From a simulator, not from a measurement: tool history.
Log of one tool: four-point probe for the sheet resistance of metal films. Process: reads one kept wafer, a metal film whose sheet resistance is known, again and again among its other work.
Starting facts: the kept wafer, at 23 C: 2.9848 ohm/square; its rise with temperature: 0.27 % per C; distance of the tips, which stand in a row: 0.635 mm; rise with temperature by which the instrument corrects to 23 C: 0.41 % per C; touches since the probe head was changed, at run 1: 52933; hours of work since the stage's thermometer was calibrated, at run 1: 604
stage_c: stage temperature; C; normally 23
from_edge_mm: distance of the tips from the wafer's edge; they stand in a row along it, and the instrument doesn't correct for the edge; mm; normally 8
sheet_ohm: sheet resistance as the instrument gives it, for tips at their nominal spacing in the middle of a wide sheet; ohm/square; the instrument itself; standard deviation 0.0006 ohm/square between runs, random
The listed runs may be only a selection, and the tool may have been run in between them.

run   hour  stage_c  from_edge_mm  touches since the probe head was changed  hours of work since the stage's thermometer was calibrated  sheet_ohm
  1    0.0       23             8                                     52933                                                         604   3.019231
  2   39.1       23             8                                     54481                                                         622   3.019538
  3   90.6       23             8                                     56523                                                         645   3.020649
  4  157.7       33             8                                     59181                                                         675   2.980831
  5  193.6       23             8                                     60604                                                         692   3.021012
  6  257.3       23             4                                     63129                                                         721   3.053193
  7  285.8       23             4                                     64260                                                         733   3.052536
  8  343.0       23             4                                     66525                                                         759   3.053115
  9  401.6       27             8                                     68847                                                         786   3.007257
 10  464.9       23             8                                     71357                                                         814   3.024350
 11  501.9       23             8                                     72820                                                         831   3.025040
 12  568.6       23             8                                     75465                                                         861   3.025667
 13  598.5       34             4                                     76649                                                         875   3.010982
     602.5  -- stage's thermometer calibrated
 14  648.5       33            11                                     78611                                                          21   2.982084
 15  684.6       33            11                                     80041                                                          37   2.981243
 16  717.9       24             4                                     81360                                                          52   3.052517
 17  782.6       22            32                                     83925                                                          81   3.022316
     794.0  -- stage's thermometer calibrated, once more
 18  832.8       29             9                                     85893                                                          18   2.999301
 19  883.6       25            42                                     87908                                                          41   3.007059
 20  919.8       31             6                                     89340                                                          57   3.002768

Predict the results of run 21:
 21  952.8       31             6                                     90650                                                          72          ?

sheet_ohm: 3.003045 ohm/square
With the hidden condition absent and the run-to-run variation left alone, this run would have shown sheet_ohm 2.971279 ohm/square.

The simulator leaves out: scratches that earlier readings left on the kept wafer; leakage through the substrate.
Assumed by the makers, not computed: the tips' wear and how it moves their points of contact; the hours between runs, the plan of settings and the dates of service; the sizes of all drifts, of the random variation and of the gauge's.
